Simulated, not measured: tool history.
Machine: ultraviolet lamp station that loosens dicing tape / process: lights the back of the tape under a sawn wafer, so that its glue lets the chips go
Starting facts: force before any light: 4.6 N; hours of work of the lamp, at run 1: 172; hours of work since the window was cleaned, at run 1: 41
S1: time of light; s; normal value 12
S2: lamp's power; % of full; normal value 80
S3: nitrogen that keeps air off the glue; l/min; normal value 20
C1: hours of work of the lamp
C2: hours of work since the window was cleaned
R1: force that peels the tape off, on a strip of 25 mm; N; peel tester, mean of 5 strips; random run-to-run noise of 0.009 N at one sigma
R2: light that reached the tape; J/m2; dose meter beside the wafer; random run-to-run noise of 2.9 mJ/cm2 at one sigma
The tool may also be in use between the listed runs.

run	day	S1	S2	S3	C1	C2	R1	R2
1	0	12	80	20	172	41	0.424	3970
2	0.554	12	80	20	177	46	0.414	3970
3	1.633	12	80	20	188	57	0.418	3960
4	2.675	12	80	20	198	67	0.422	3880
5	3.738	12	80	20	208	77	0.423	3880
6	4.812	12	80	20	219	88	0.437	3920
7	5.883	12	80	20	229	98	0.439	3890
8	6.421	12	80	18	235	104	0.452	3840
9	7.192	12	80	20	242	111	0.459	3790
10	8.092	12	80	20	251	120	0.434	3840
11	9	12	80	20	260	129	0.446	3800
12	9.467	21	80	20	264	133	0.126	6720
13	10.05	21	80	7	270	139	0.298	6650
14	10.983	7	80	7	279	148	1.764	2220
15	11.879	12	80	36	288	157	0.313	3800
16	12.658	12	80	20	296	165	0.458	3750
17	13.283	6	80	20	302	171	1.412	1870
18	13.812	6	80	20	307	176	1.375	1880
19	14.425	6	80	20	313	182	1.379	1880
20	15.121	13	95	17	320	189	0.312	4770
21	16.096	17	80	23	329	198	0.199	5290
22	16.962	10	80	20	338	207	0.679	3070
23	17.867	16	61	16	346	215	0.553	3670
# day 17.988: window cleaned of glue's vapour
24	18.583	16	61	16	353	6	0.584	3530
25	19.167	23	81	20	359	11	0.121	6780
# day 19.612: window cleaned of glue's vapour, once more
26	20.221	23	81	20	369	6	0.114	7530
27	21.121	23	96	18	378	15	0.086	8840
28	21.896	8	89	6	385	22	1.44	2860
29	22.871	8	89	6	395	32	1.455	2850
30	23.517	12	61	20	401	38	0.738	2940
31	24.404	12	61	20	410	47	0.736	2920
32	24.971	12	61	20	415	52	0.788	2880
33	25.979	12	61	20	425	62	0.764	2850

Run 34 is up next; what results do you expect?
34	27.042	9	80	10	436	73	?	?

Run 34 gave R1 1.154 N, R2 2830 J/m2.
Were there no unlogged condition in the tool, this run, its random variation unchanged, would have produced R1 1.007 N, R2 3120 J/m2.
